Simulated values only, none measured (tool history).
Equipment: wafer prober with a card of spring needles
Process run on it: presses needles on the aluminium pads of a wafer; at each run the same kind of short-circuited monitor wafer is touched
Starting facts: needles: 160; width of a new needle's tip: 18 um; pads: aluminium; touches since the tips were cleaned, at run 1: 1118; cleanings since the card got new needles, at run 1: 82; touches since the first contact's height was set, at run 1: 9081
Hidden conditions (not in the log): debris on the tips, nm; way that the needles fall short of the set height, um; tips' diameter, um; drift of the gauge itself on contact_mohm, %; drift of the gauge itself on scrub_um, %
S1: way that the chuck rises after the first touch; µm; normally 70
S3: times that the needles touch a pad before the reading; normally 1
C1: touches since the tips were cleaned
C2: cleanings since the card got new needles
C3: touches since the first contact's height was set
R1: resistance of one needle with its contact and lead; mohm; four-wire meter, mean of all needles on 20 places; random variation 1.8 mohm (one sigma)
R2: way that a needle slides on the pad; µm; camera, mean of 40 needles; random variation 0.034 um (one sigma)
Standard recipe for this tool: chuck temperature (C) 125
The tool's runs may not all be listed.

run 1 hour=0 | S1=70 chuck_temperature_(C)=125 S3=1 | C1=1118 C2=82 C3=9081 | R1=198 R2=10.79
-- hour=4.5 tips cleaned on abrasive film
-- hour=12 tips cleaned on abrasive film
-- hour=18 tips cleaned on abrasive film
-- hour=25.4 tips cleaned on abrasive film
-- hour=31.4 tips cleaned on abrasive film
-- hour=38.9 tips cleaned on abrasive film
-- hour=46.4 tips cleaned on abrasive film
run 2 hour=47.1 | S1=70 chuck_temperature_(C)=125 S3=1 | C1=280 C2=89 C3=26993 | R1=192 R2=10.77
-- hour=53.1 tips cleaned on abrasive film
-- hour=60.6 tips cleaned on abrasive film
-- hour=68 tips cleaned on abrasive film
-- hour=75.5 tips cleaned on abrasive film
-- hour=83 tips cleaned on abrasive film
-- hour=90.4 tips cleaned on abrasive film
-- hour=97.9 tips cleaned on abrasive film
-- hour=105.4 tips cleaned on abrasive film
run 3 hour=106.6 | S1=70 chuck_temperature_(C)=125 S3=1 | C1=491 C2=97 C3=49667 | R1=191 R2=10.66
-- hour=112.6 tips cleaned on abrasive film
-- hour=120.1 tips cleaned on abrasive film
-- hour=127.6 tips cleaned on abrasive film
-- hour=135 tips cleaned on abrasive film
-- hour=142.5 tips cleaned on abrasive film
-- hour=150 tips cleaned on abrasive film
-- hour=157.4 tips cleaned on abrasive film
-- hour=164.9 tips cleaned on abrasive film
run 4 hour=169.8 | S1=70 chuck_temperature_(C)=125 S3=1 | C1=1870 C2=105 C3=73720 | R1=216 R2=10.57
-- hour=171.3 tips cleaned on abrasive film
-- hour=177.3 tips cleaned on abrasive film
-- hour=184.8 tips cleaned on abrasive film
-- hour=190.8 tips cleaned on abrasive film
-- hour=198.3 tips cleaned on abrasive film
-- hour=205.7 tips cleaned on abrasive film
-- hour=213.2 tips cleaned on abrasive film
-- hour=220.7 tips cleaned on abrasive film
run 5 hour=226.5 | S1=70 chuck_temperature_(C)=125 S3=1 | C1=2273 C2=113 C3=95332 | R1=218 R2=10.55
-- hour=228.1 tips cleaned on abrasive film
-- hour=235.6 tips cleaned on abrasive film
-- hour=243.1 tips cleaned on abrasive film
-- hour=250.5 tips cleaned on abrasive film
-- hour=258 tips cleaned on abrasive film
-- hour=265.5 tips cleaned on abrasive film
-- hour=272.9 tips cleaned on abrasive film
-- hour=280.4 tips cleaned on abrasive film
-- hour=287.9 tips cleaned on abrasive film
-- hour=295.3 tips cleaned on abrasive film
-- hour=302.8 tips cleaned on abrasive film
-- hour=310.3 tips cleaned on abrasive film
-- hour=317 tips cleaned on abrasive film
run 6 hour=317 | S1=70 chuck_temperature_(C)=125 S3=1 | C1=0 C2=126 C3=129733 | R1=189 R2=10.35
-- hour=318.7 height of the first contact set anew
-- hour=324.7 tips cleaned on abrasive film
-- hour=332.2 tips cleaned on abrasive film
-- hour=339.7 tips cleaned on abrasive film
-- hour=347.1 tips cleaned on abrasive film
-- hour=354.6 tips cleaned on abrasive film
-- hour=362.1 tips cleaned on abrasive film
-- hour=369.5 tips cleaned on abrasive film
run 7 hour=370.1 | S1=70 chuck_temperature_(C)=125 S3=1 | C1=230 C2=133 C3=19569 | R1=194 R2=10.16
-- hour=376.1 tips cleaned on abrasive film
-- hour=382.1 tips cleaned on abrasive film
-- hour=389.6 tips cleaned on abrasive film
-- hour=395.6 tips cleaned on abrasive film
-- hour=403 tips cleaned on abrasive film
-- hour=410.5 tips cleaned on abrasive film
-- hour=418 tips cleaned on abrasive film
-- hour=425.4 tips cleaned on abrasive film
-- hour=432.9 tips cleaned on abrasive film
-- hour=440.4 tips cleaned on abrasive film
-- hour=447.9 tips cleaned on abrasive film
-- hour=455.3 tips cleaned on abrasive film
run 8 hour=460.1 | S1=70 chuck_temperature_(C)=125 S3=1 | C1=1835 C2=145 C3=53824 | R1=219 R2=10.13
-- hour=461.6 tips cleaned on abrasive film
-- hour=469.1 tips cleaned on abrasive film
-- hour=476.6 tips cleaned on abrasive film
-- hour=484 tips cleaned on abrasive film
-- hour=491.5 tips cleaned on abrasive film
-- hour=499 tips cleaned on abrasive film
-- hour=506.4 tips cleaned on abrasive film
-- hour=512.4 tips cleaned on abrasive film
-- hour=519.9 tips cleaned on abrasive film
-- hour=527.4 tips cleaned on abrasive film
-- hour=533.4 tips cleaned on abrasive film
-- hour=540.8 tips cleaned on abrasive film
run 9 hour=541.1 | S1=70 chuck_temperature_(C)=125 S3=1 | C1=86 C2=157 C3=84621 | R1=191 R2=9.99
-- hour=547 tips cleaned on abrasive film
-- hour=553 tips cleaned on abrasive film
-- hour=560.5 tips cleaned on abrasive film
-- hour=566.5 tips cleaned on abrasive film
-- hour=574 tips cleaned on abrasive film
-- hour=581.4 tips cleaned on abrasive film
-- hour=588.9 tips cleaned on abrasive film
-- hour=594.9 tips cleaned on abrasive film
-- hour=602.4 tips cleaned on abrasive film
-- hour=609.8 tips cleaned on abrasive film
-- hour=617.3 tips cleaned on abrasive film
run 10 hour=623 | S1=70 chuck_temperature_(C)=125 S3=1 | C1=2213 C2=168 C3=115840 | R1=228 R2=9.94
-- hour=624.6 tips cleaned on abrasive film
-- hour=632.1 tips cleaned on abrasive film
-- hour=639.5 tips cleaned on abrasive film
-- hour=647 tips cleaned on abrasive film
-- hour=654.5 tips cleaned on abrasive film
-- hour=661.9 tips cleaned on abrasive film
-- hour=669.4 tips cleaned on abrasive film
-- hour=676.9 tips cleaned on abrasive film
-- hour=684.3 tips cleaned on abrasive film
-- hour=691.8 tips cleaned on abrasive film
-- hour=697.8 tips cleaned on abrasive film
-- hour=705.3 tips cleaned on abrasive film
-- hour=710 height of the first contact set anew, once more
-- hour=713 tips cleaned on abrasive film
run 11 hour=713.4 | S1=50 chuck_temperature_(C)=26 S3=2 | C1=120 C2=181 C3=1257 | R1=177 R2=7.77
-- hour=719.3 tips cleaned on abrasive film
-- hour=726.8 tips cleaned on abrasive film
-- hour=734.3 tips cleaned on abrasive film
-- hour=741.7 tips cleaned on abrasive film
-- hour=749.2 tips cleaned on abrasive film
-- hour=756.7 tips cleaned on abrasive film
-- hour=764.1 tips cleaned on abrasive film
-- hour=770.1 tips cleaned on abrasive film
run 12 hour=772.3 | S1=50 chuck_temperature_(C)=80 S3=2 | C1=828 C2=189 C3=23695 | R1=209 R2=7.64
-- hour=776.8 tips cleaned on abrasive film
-- hour=784.3 tips cleaned on abrasive film
-- hour=791.7 tips cleaned on abrasive film
-- hour=799.2 tips cleaned on abrasive film
-- hour=806.7 tips cleaned on abrasive film
-- hour=814.1 tips cleaned on abrasive film
-- hour=821.6 tips cleaned on abrasive film
-- hour=828.9 tips cleaned on abrasive film
run 13 hour=828.9 | S1=73 chuck_temperature_(C)=41 S3=1 | C1=0 C2=197 C3=45251 | R1=174 R2=11.08
-- hour=836.4 tips cleaned on abrasive film
-- hour=843.9 tips cleaned on abrasive film
-- hour=851.3 tips cleaned on abrasive film
-- hour=858.8 tips cleaned on abrasive film
-- hour=866.3 tips cleaned on abrasive film
-- hour=872.3 tips cleaned on abrasive film
-- hour=879.7 tips cleaned on abrasive film
-- hour=887.2 tips cleaned on abrasive film
-- hour=893.4 tips cleaned on abrasive film
run 14 hour=893.4 | S1=70 chuck_temperature_(C)=33 S3=1 | C1=0 C2=206 C3=69781 | R1=170 R2=10.56
-- hour=899.4 tips cleaned on abrasive film
-- hour=906.8 tips cleaned on abrasive film
-- hour=914.3 tips cleaned on abrasive film
-- hour=921.8 tips cleaned on abrasive film
-- hour=927.8 tips cleaned on abrasive film
-- hour=935.2 tips cleaned on abrasive film
-- hour=942.7 tips cleaned on abrasive film
-- hour=950.2 tips cleaned on abrasive film
-- hour=957.6 tips cleaned on abrasive film
-- hour=965.1 tips cleaned on abrasive film
run 15 hour=968.5 | S1=70 chuck_temperature_(C)=27 S3=1 | C1=1306 C2=216 C3=98390 | R1=192 R2=10.5
-- hour=971.5 tips cleaned on abrasive film
-- hour=977.5 tips cleaned on abrasive film
-- hour=985 tips cleaned on abrasive film
-- hour=992.5 tips cleaned on abrasive film
-- hour=999.9 tips cleaned on abrasive film
-- hour=1007.4 tips cleaned on abrasive film
-- hour=1014.9 tips cleaned on abrasive film
-- hour=1020.9 tips cleaned on abrasive film
-- hour=1028.3 tips cleaned on abrasive film
-- hour=1034.3 tips cleaned on abrasive film
-- hour=1040.8 tips cleaned on abrasive film
run 16 hour=1040.8 | S1=60 chuck_temperature_(C)=44 S3=1 | C1=0 C2=227 C3=125881 | R1=182 R2=8.86
-- hour=1048.3 tips cleaned on abrasive film
-- hour=1055.7 tips cleaned on abrasive film
-- hour=1063.2 tips cleaned on abrasive film
-- hour=1069.2 tips cleaned on abrasive film
-- hour=1076.7 tips cleaned on abrasive film
-- hour=1084.1 tips cleaned on abrasive film
-- hour=1091.6 tips cleaned on abrasive film
-- hour=1099.1 tips cleaned on abrasive film
-- hour=1106.5 tips cleaned on abrasive film
-- hour=1112.5 tips cleaned on abrasive film
run 17 hour=1115.5 | S1=56 chuck_temperature_(C)=38 S3=1 | C1=1163 C2=237 C3=154345 | R1=230 R2=8.05
-- hour=1118.6 tips cleaned on abrasive film
-- hour=1126 tips cleaned on abrasive film
-- hour=1133.5 tips cleaned on abrasive film
-- hour=1139.5 tips cleaned on abrasive film
-- hour=1147 tips cleaned on abrasive film
-- hour=1154.4 tips cleaned on abrasive film
-- hour=1161.9 tips cleaned on abrasive film
-- hour=1169.4 tips cleaned on abrasive film
run 18 hour=1170.4 | S1=68 chuck_temperature_(C)=26 S3=2 | C1=396 C2=245 C3=175205 | R1=181 R2=9.89
-- hour=1176.4 tips cleaned on abrasive film
-- hour=1182.4 tips cleaned on abrasive film
-- hour=1189.8 tips cleaned on abrasive film
-- hour=1197.3 tips cleaned on abrasive film
-- hour=1203.3 tips cleaned on abrasive film
-- hour=1210.8 tips cleaned on abrasive film
-- hour=1216.8 tips cleaned on abrasive film
-- hour=1224.2 tips cleaned on abrasive film
-- hour=1231.7 tips cleaned on abrasive film
-- hour=1239.2 tips cleaned on abrasive film
-- hour=1246.6 tips cleaned on abrasive film
-- hour=1254.1 tips cleaned on abrasive film
run 19 hour=1256.5 | S1=68 chuck_temperature_(C)=26 S3=2 | C1=910 C2=257 C3=207968 | R1=185 R2=9.77
-- hour=1261 tips cleaned on abrasive film
-- hour=1268.4 tips cleaned on abrasive film
-- hour=1275.9 tips cleaned on abrasive film
-- hour=1279.2 height of the first contact set anew
-- hour=1283.7 tips cleaned on abrasive film
-- hour=1289.7 tips cleaned on abrasive film
-- hour=1297.1 tips cleaned on abrasive film
run 20 hour=1300.4 | S1=58 chuck_temperature_(C)=41 S3=2 | C1=1257 C2=263 C3=8083 | R1=201 R2=8.89

For some of the steps in R1 from one run to the next: how much would appear even if the tool had no hidden state, given the settings, what came in and random variation, and how much remains for the hidden state plus any gauge scatter that the measured result and the result without hidden state don't share?
Run 10 -> 11: S1 70 -> 50, chuck temperature (C) 125 -> 26, S3 1 -> 2, tips cleaned on abrasive film, tips cleaned on abrasive film, tips cleaned on abrasive film, tips cleaned on abrasive film, tips cleaned on abrasive film, tips cleaned on abrasive film, tips cleaned on abrasive film, tips cleaned on abrasive film, tips cleaned on abrasive film, tips cleaned on abrasive film, tips cleaned on abrasive film, tips cleaned on abrasive film, height of the first contact set anew, once more, tips cleaned on abrasive film. R1 -51 mohm: hidden state -37, all else -14.
Run 16 -> 17: S1 60 -> 56, chuck temperature (C) 44 -> 38, tips cleaned on abrasive film, tips cleaned on abrasive film, tips cleaned on abrasive film, tips cleaned on abrasive film, tips cleaned on abrasive film, tips cleaned on abrasive film, tips cleaned on abrasive film, tips cleaned on abrasive film, tips cleaned on abrasive film, tips cleaned on abrasive film. R1 +48 mohm: hidden state +47, all else +1.
Run 17 -> 18: S1 56 -> 68, chuck temperature (C) 38 -> 26, S3 1 -> 2, tips cleaned on abrasive film, tips cleaned on abrasive film, tips cleaned on abrasive film, tips cleaned on abrasive film, tips cleaned on abrasive film, tips cleaned on abrasive film, tips cleaned on abrasive film, tips cleaned on abrasive film. R1 -49 mohm: hidden state -41, all else -8.

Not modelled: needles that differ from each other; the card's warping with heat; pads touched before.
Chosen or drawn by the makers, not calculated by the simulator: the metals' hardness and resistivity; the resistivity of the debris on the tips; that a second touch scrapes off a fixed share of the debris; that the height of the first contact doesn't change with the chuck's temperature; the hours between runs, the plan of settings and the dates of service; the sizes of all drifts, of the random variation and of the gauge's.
